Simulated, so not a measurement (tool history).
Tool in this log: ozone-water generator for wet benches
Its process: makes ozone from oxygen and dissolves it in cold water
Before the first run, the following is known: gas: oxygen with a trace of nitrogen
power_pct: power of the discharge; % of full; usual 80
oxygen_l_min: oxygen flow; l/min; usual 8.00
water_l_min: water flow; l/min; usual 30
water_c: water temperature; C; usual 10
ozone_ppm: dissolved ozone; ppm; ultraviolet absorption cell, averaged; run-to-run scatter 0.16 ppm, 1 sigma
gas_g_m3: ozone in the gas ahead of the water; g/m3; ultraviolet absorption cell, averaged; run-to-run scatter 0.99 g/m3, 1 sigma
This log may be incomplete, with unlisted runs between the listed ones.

{"run": 1, "hour": 0.0, "power_pct": 80, "oxygen_l_min": 8.0, "water_l_min": 30, "water_c": 10, "ozone_ppm": 20.5, "gas_g_m3": 172.5}
{"run": 2, "hour": 98.0, "power_pct": 80, "oxygen_l_min": 8.0, "water_l_min": 30, "water_c": 10, "ozone_ppm": 20.3, "gas_g_m3": 171.3}
{"run": 3, "hour": 182.3, "power_pct": 80, "oxygen_l_min": 8.0, "water_l_min": 30, "water_c": 10, "ozone_ppm": 20.4, "gas_g_m3": 171.7}
{"run": 4, "hour": 280.9, "power_pct": 80, "oxygen_l_min": 8.0, "water_l_min": 30, "water_c": 10, "ozone_ppm": 20.6, "gas_g_m3": 169.3}
{"run": 5, "hour": 379.0, "power_pct": 80, "oxygen_l_min": 8.0, "water_l_min": 30, "water_c": 10, "ozone_ppm": 20.7, "gas_g_m3": 170.3}
{"run": 6, "hour": 440.5, "power_pct": 80, "oxygen_l_min": 8.0, "water_l_min": 30, "water_c": 10, "ozone_ppm": 20.6, "gas_g_m3": 171.3}
{"run": 7, "hour": 546.1, "power_pct": 80, "oxygen_l_min": 8.0, "water_l_min": 30, "water_c": 10, "ozone_ppm": 20.5, "gas_g_m3": 170.7}
{"run": 8, "hour": 630.8, "power_pct": 51, "oxygen_l_min": 8.0, "water_l_min": 30, "water_c": 10, "ozone_ppm": 14.6, "gas_g_m3": 120.1}
{"run": 9, "hour": 721.9, "power_pct": 80, "oxygen_l_min": 8.0, "water_l_min": 30, "water_c": 10, "ozone_ppm": 20.5, "gas_g_m3": 169.5}
{"run": 10, "hour": 797.6, "power_pct": 80, "oxygen_l_min": 8.0, "water_l_min": 30, "water_c": 15, "ozone_ppm": 19.3, "gas_g_m3": 166.8}
{"run": 11, "hour": 862.8, "power_pct": 80, "oxygen_l_min": 8.0, "water_l_min": 30, "water_c": 15, "ozone_ppm": 19.2, "gas_g_m3": 167.5}
{"run": 12, "hour": 983.2, "power_pct": 80, "oxygen_l_min": 8.0, "water_l_min": 30, "water_c": 15, "ozone_ppm": 19.2, "gas_g_m3": 169.2}
{"run": 13, "hour": 1035.7, "power_pct": 80, "oxygen_l_min": 8.0, "water_l_min": 30, "water_c": 15, "ozone_ppm": 19.2, "gas_g_m3": 168.5}
{"run": 14, "hour": 1086.7, "power_pct": 80, "oxygen_l_min": 8.0, "water_l_min": 30, "water_c": 15, "ozone_ppm": 19.4, "gas_g_m3": 169.3}
{"run": 15, "hour": 1168.5, "power_pct": 80, "oxygen_l_min": 8.0, "water_l_min": 30, "water_c": 14, "ozone_ppm": 19.2, "gas_g_m3": 166.4}
{"run": 16, "hour": 1246.1, "power_pct": 80, "oxygen_l_min": 8.0, "water_l_min": 30, "water_c": 10, "ozone_ppm": 20.6, "gas_g_m3": 168.1}
{"run": 17, "hour": 1326.8, "power_pct": 80, "oxygen_l_min": 8.0, "water_l_min": 30, "water_c": 10, "ozone_ppm": 20.5, "gas_g_m3": 167.2}
{"run": 18, "hour": 1394.3, "power_pct": 80, "oxygen_l_min": 11.18, "water_l_min": 43, "water_c": 10, "ozone_ppm": 15.5, "gas_g_m3": 140.1}
{"run": 19, "hour": 1465.0, "power_pct": 100, "oxygen_l_min": 5.52, "water_l_min": 30, "water_c": 17, "ozone_ppm": 21.8, "gas_g_m3": 238.2}
{"run": 20, "hour": 1559.5, "power_pct": 80, "oxygen_l_min": 8.0, "water_l_min": 21, "water_c": 8, "ozone_ppm": 27.7, "gas_g_m3": 166.6}
{"run": 21, "hour": 1680.7, "power_pct": 80, "oxygen_l_min": 8.0, "water_l_min": 30, "water_c": 8, "ozone_ppm": 21.0, "gas_g_m3": 166.3}
{"run": 22, "hour": 1767.8, "power_pct": 80, "oxygen_l_min": 8.0, "water_l_min": 30, "water_c": 8, "ozone_ppm": 21.0, "gas_g_m3": 164.7}

The next listed run, before its measurement:
{"run": 23, "hour": 1862.4, "power_pct": 71, "oxygen_l_min": 8.0, "water_l_min": 44, "water_c": 13, "ozone_ppm": "?", "gas_g_m3": "?"}

For run 23 the tool returned ozone_ppm 12.9 ppm, gas_g_m3 150.8 g/m3.
Were there no unlogged condition in the tool, this run, its random variation unchanged, would have produced ozone_ppm 12.9 ppm, gas_g_m3 155.4 g/m3.
